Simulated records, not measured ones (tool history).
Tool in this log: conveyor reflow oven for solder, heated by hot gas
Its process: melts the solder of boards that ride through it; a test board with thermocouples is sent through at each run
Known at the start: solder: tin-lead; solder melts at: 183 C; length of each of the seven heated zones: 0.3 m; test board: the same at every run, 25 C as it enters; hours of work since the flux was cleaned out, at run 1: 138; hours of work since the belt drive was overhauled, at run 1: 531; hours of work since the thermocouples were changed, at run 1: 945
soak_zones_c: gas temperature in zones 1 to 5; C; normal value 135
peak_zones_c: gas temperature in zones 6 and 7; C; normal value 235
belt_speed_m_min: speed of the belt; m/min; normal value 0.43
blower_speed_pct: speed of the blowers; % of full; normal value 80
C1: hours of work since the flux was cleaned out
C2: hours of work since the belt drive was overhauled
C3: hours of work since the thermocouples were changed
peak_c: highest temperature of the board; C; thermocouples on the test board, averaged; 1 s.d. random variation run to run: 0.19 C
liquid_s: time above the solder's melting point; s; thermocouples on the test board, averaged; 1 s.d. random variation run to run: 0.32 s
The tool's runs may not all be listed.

run 1 hour=0 | soak_zones_c=135 peak_zones_c=235 belt_speed_m_min=0.43 blower_speed_pct=80 | C1=138 C2=531 C3=945 | peak_c=215.2 liquid_s=59.8
run 2 hour=24.8 | soak_zones_c=135 peak_zones_c=235 belt_speed_m_min=0.43 blower_speed_pct=80 | C1=156 C2=549 C3=963 | peak_c=216.1 liquid_s=59.8
run 3 hour=72.2 | soak_zones_c=135 peak_zones_c=235 belt_speed_m_min=0.43 blower_speed_pct=80 | C1=191 C2=584 C3=998 | peak_c=216 liquid_s=59.2
run 4 hour=102.4 | soak_zones_c=135 peak_zones_c=235 belt_speed_m_min=0.43 blower_speed_pct=80 | C1=213 C2=607 C3=1021 | peak_c=215.7 liquid_s=59.1
run 5 hour=139.2 | soak_zones_c=135 peak_zones_c=235 belt_speed_m_min=0.43 blower_speed_pct=80 | C1=240 C2=634 C3=1048 | peak_c=215.7 liquid_s=59
run 6 hour=171 | soak_zones_c=135 peak_zones_c=235 belt_speed_m_min=0.43 blower_speed_pct=80 | C1=264 C2=657 C3=1071 | peak_c=215.4 liquid_s=59.9
-- hour=208.6 flux residue cleaned out of gas plates and filters
run 7 hour=219.7 | soak_zones_c=135 peak_zones_c=235 belt_speed_m_min=0.43 blower_speed_pct=80 | C1=8 C2=689 C3=1103 | peak_c=216 liquid_s=59.6
run 8 hour=246.4 | soak_zones_c=135 peak_zones_c=235 belt_speed_m_min=0.43 blower_speed_pct=80 | C1=28 C2=709 C3=1123 | peak_c=215.7 liquid_s=59.6
run 9 hour=294.3 | soak_zones_c=135 peak_zones_c=228 belt_speed_m_min=0.43 blower_speed_pct=80 | C1=63 C2=744 C3=1158 | peak_c=210.2 liquid_s=54.1
run 10 hour=331.5 | soak_zones_c=125 peak_zones_c=235 belt_speed_m_min=0.43 blower_speed_pct=80 | C1=91 C2=772 C3=1186 | peak_c=213.8 liquid_s=54.3
run 11 hour=381.5 | soak_zones_c=135 peak_zones_c=235 belt_speed_m_min=0.43 blower_speed_pct=79 | C1=127 C2=809 C3=1223 | peak_c=215.5 liquid_s=59.2
run 12 hour=405.9 | soak_zones_c=133 peak_zones_c=235 belt_speed_m_min=0.43 blower_speed_pct=79 | C1=145 C2=826 C3=1240 | peak_c=214.7 liquid_s=58.3
run 13 hour=426.3 | soak_zones_c=133 peak_zones_c=235 belt_speed_m_min=0.43 blower_speed_pct=79 | C1=160 C2=842 C3=1256 | peak_c=215 liquid_s=57.7
run 14 hour=474.9 | soak_zones_c=133 peak_zones_c=235 belt_speed_m_min=0.43 blower_speed_pct=79 | C1=196 C2=877 C3=1291 | peak_c=215 liquid_s=58
run 15 hour=508.4 | soak_zones_c=133 peak_zones_c=235 belt_speed_m_min=0.43 blower_speed_pct=79 | C1=221 C2=902 C3=1316 | peak_c=214.9 liquid_s=58.3
-- hour=523.4 thermocouples of zones 6 and 7 changed
run 16 hour=545.1 | soak_zones_c=133 peak_zones_c=235 belt_speed_m_min=0.43 blower_speed_pct=79 | C1=246 C2=928 C3=16 | peak_c=214.9 liquid_s=58
run 17 hour=583 | soak_zones_c=133 peak_zones_c=235 belt_speed_m_min=0.43 blower_speed_pct=79 | C1=274 C2=955 C3=44 | peak_c=214.9 liquid_s=58.4
-- hour=607.1 flux residue cleaned out of gas plates and filters
run 18 hour=613.5 | soak_zones_c=130 peak_zones_c=227 belt_speed_m_min=0.348 blower_speed_pct=60 | C1=5 C2=974 C3=63 | peak_c=207.7 liquid_s=61
run 19 hour=646.3 | soak_zones_c=130 peak_zones_c=227 belt_speed_m_min=0.348 blower_speed_pct=60 | C1=29 C2=998 C3=87 | peak_c=207.7 liquid_s=60.7
run 20 hour=694.9 | soak_zones_c=124 peak_zones_c=243 belt_speed_m_min=0.362 blower_speed_pct=51 | C1=65 C2=1034 C3=123 | peak_c=212.4 liquid_s=61.2
run 21 hour=732 | soak_zones_c=124 peak_zones_c=243 belt_speed_m_min=0.362 blower_speed_pct=51 | C1=92 C2=1062 C3=150 | peak_c=212.6 liquid_s=61.2
run 22 hour=781.2 | soak_zones_c=124 peak_zones_c=243 belt_speed_m_min=0.362 blower_speed_pct=51 | C1=128 C2=1098 C3=186 | peak_c=212.6 liquid_s=61.1
run 23 hour=823.1 | soak_zones_c=124 peak_zones_c=243 belt_speed_m_min=0.362 blower_speed_pct=51 | C1=159 C2=1129 C3=217 | peak_c=212.7 liquid_s=60.9
run 24 hour=864.2 | soak_zones_c=123 peak_zones_c=227 belt_speed_m_min=0.43 blower_speed_pct=80 | C1=189 C2=1159 C3=247 | peak_c=206.6 liquid_s=46.5
run 25 hour=898.9 | soak_zones_c=123 peak_zones_c=227 belt_speed_m_min=0.43 blower_speed_pct=80 | C1=215 C2=1185 C3=273 | peak_c=206.5 liquid_s=46.1
run 26 hour=949.3 | soak_zones_c=145 peak_zones_c=227 belt_speed_m_min=0.43 blower_speed_pct=85 | C1=252 C2=1222 C3=310 | peak_c=212.3 liquid_s=61.5
run 27 hour=976.1 | soak_zones_c=145 peak_zones_c=227 belt_speed_m_min=0.43 blower_speed_pct=85 | C1=272 C2=1241 C3=330 | peak_c=212.2 liquid_s=60.8
-- hour=1003.1 flux residue cleaned out of gas plates and filters
run 28 hour=1011.1 | soak_zones_c=135 peak_zones_c=235 belt_speed_m_min=0.502 blower_speed_pct=80 | C1=6 C2=1263 C3=352 | peak_c=209.8 liquid_s=44.7
run 29 hour=1036.6 | soak_zones_c=135 peak_zones_c=235 belt_speed_m_min=0.502 blower_speed_pct=80 | C1=25 C2=1282 C3=371 | peak_c=210.1 liquid_s=45.1
run 30 hour=1073 | soak_zones_c=135 peak_zones_c=235 belt_speed_m_min=0.492 blower_speed_pct=59 | C1=51 C2=1309 C3=398 | peak_c=200.3 liquid_s=33.3

Forecast each of these 3 alternatives for the next run:
run A hour=1098.3 | soak_zones_c=122 peak_zones_c=240 belt_speed_m_min=0.492 blower_speed_pct=63 | C1=70 C2=1328 C3=416 | peak_c=? liquid_s=?
run B hour=1098.3 | soak_zones_c=128 peak_zones_c=241 belt_speed_m_min=0.442 blower_speed_pct=80 | C1=70 C2=1328 C3=416 | peak_c=? liquid_s=?
run C hour=1098.3 | soak_zones_c=135 peak_zones_c=235 belt_speed_m_min=0.422 blower_speed_pct=80 | C1=70 C2=1328 C3=416 | peak_c=? liquid_s=?

run=A peak_c=202.1 liquid_s=33.1
run=B peak_c=218.3 liquid_s=57.1
run=C peak_c=216.3 liquid_s=61.6
What these runs would have given with no unlogged condition in the tool:
run=A peak_c=202 liquid_s=33
run=B peak_c=218.3 liquid_s=57
run=C peak_c=216.3 liquid_s=61.4
